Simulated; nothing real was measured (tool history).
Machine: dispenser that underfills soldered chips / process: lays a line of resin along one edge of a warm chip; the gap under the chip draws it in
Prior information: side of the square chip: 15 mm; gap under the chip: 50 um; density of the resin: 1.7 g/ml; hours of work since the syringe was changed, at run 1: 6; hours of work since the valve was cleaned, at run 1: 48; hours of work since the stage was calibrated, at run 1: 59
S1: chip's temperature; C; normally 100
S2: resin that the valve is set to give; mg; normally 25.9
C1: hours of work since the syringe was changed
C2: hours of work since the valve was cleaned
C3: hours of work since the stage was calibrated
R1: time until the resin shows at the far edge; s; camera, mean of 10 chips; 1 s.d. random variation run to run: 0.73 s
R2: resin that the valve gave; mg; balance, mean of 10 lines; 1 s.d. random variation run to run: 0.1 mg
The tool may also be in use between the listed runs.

Run 1, hour 0.0: usual settings; C1 6; C2 48; C3 59. Result: R1 99.2 s, R2 25.39 mg.
Run 2, hour 3.3: usual settings; C1 8; C2 51; C3 61. Result: R1 113.9 s, R2 25.45 mg.
At hour 4.7: new syringe of resin.
Run 3, hour 8.5: usual settings but S2 28.9 mg; C1 2; C2 54; C3 65. Result: R1 77.5 s, R2 28.19 mg.
Run 4, hour 11.4: usual settings but S2 27.4 mg; C1 4; C2 56; C3 66. Result: R1 87.6 s, R2 26.57 mg.
Run 5, hour 15.6: usual settings; C1 7; C2 58; C3 69. Result: R1 106.7 s, R2 25.31 mg.
At hour 18.2: new syringe of resin.
Run 6, hour 19.9: usual settings; C1 1; C2 61; C3 72. Result: R1 71.7 s, R2 25.04 mg.
Run 7, hour 22.6: usual settings; C1 3; C2 63; C3 74. Result: R1 81.3 s, R2 25.02 mg.
Run 8, hour 24.9: usual settings; C1 4; C2 64; C3 75. Result: R1 90.8 s, R2 25.07 mg.
Run 9, hour 27.5: usual settings but S2 31.2 mg; C1 6; C2 66; C3 77. Result: R1 98.4 s, R2 30.14 mg.
At hour 31.4: new syringe of resin.
Run 10, hour 31.9: usual settings but S2 28.3 mg; C1 0; C2 69; C3 80. Result: R1 68.0 s, R2 27.41 mg.
Run 11, hour 35.8: usual settings but S1 104 C; C1 3; C2 71; C3 82. Result: R1 72.0 s, R2 25.02 mg.
Run 12, hour 39.0: usual settings but S1 112 C, S2 28.8 mg; C1 5; C2 73; C3 84. Result: R1 61.7 s, R2 27.63 mg.
Run 13, hour 43.4: usual settings but S1 112 C, S2 28.8 mg; C1 8; C2 76; C3 87. Result: R1 74.0 s, R2 27.86 mg.
At hour 44.9: new syringe of resin.
At hour 45.9: dispensing valve cleaned and set on the balance.
Run 14, hour 49.2: usual settings but S1 111 C, S2 23.8 mg; C1 2; C2 2; C3 90. Result: R1 57.4 s, R2 23.88 mg.
Run 15, hour 54.0: usual settings but S1 102 C, S2 24.9 mg; C1 5; C2 5; C3 93. Result: R1 91.7 s, R2 24.81 mg.
Run 16, hour 58.6: usual settings but S1 88 C, S2 32.1 mg; C1 8; C2 8; C3 96. Result: R1 166.2 s, R2 31.93 mg.
At hour 59.2: new syringe of resin.
Run 17, hour 62.7: usual settings but S1 88 C, S2 32.1 mg; C1 2; C2 11; C3 99. Result: R1 114.4 s, R2 32.05 mg.
Run 18, hour 65.0: usual settings but S1 106 C; C1 4; C2 12; C3 100. Result: R1 71.4 s, R2 25.73 mg.
Run 19, hour 68.5: usual settings but S1 106 C; C1 6; C2 15; C3 103. Result: R1 82.9 s, R2 25.65 mg.
Run 20, hour 71.8: usual settings but S1 86 C, S2 33.6 mg; C1 8; C2 17; C3 105. Result: R1 179.1 s, R2 33.24 mg.

Here are 5 independent what-if runs from the current tool condition. What would each one return?
At hour 72.6: new syringe of resin.
Run A, hour 76.7: usual settings but S1 112 C, S2 26.8 mg; C1 3; C2 20; C3 108. Result: R1 ?, R2 ?.
At hour 72.6: new syringe of resin.
Run B, hour 76.7: usual settings but S1 109 C; C1 3; C2 20; C3 108. Result: R1 ?, R2 ?.
At hour 72.6: new syringe of resin.
Run C, hour 76.7: usual settings but S1 88 C, S2 22.6 mg; C1 3; C2 20; C3 108. Result: R1 ?, R2 ?.
At hour 72.6: new syringe of resin.
Run D, hour 76.7: usual settings but S1 110 C, S2 27.9 mg; C1 3; C2 20; C3 108. Result: R1 ?, R2 ?.
At hour 72.6: new syringe of resin.
Run E, hour 76.7: usual settings but S1 86 C, S2 25.3 mg; C1 3; C2 20; C3 108. Result: R1 ?, R2 ?.

run     R1     R2
  A   54.6  26.49
  B   60.6  25.58
  C  127.9  22.59
  D   56.5  27.58
  E  132.5  25.04
The same runs, with their run-to-run variation unchanged, on a tool lacking any hidden condition would have given:
run     R1     R2
  A   45.5  26.79
  B   50.3  25.87
  C  105.7  22.85
  D   46.8  27.89
  E  109.7  25.32
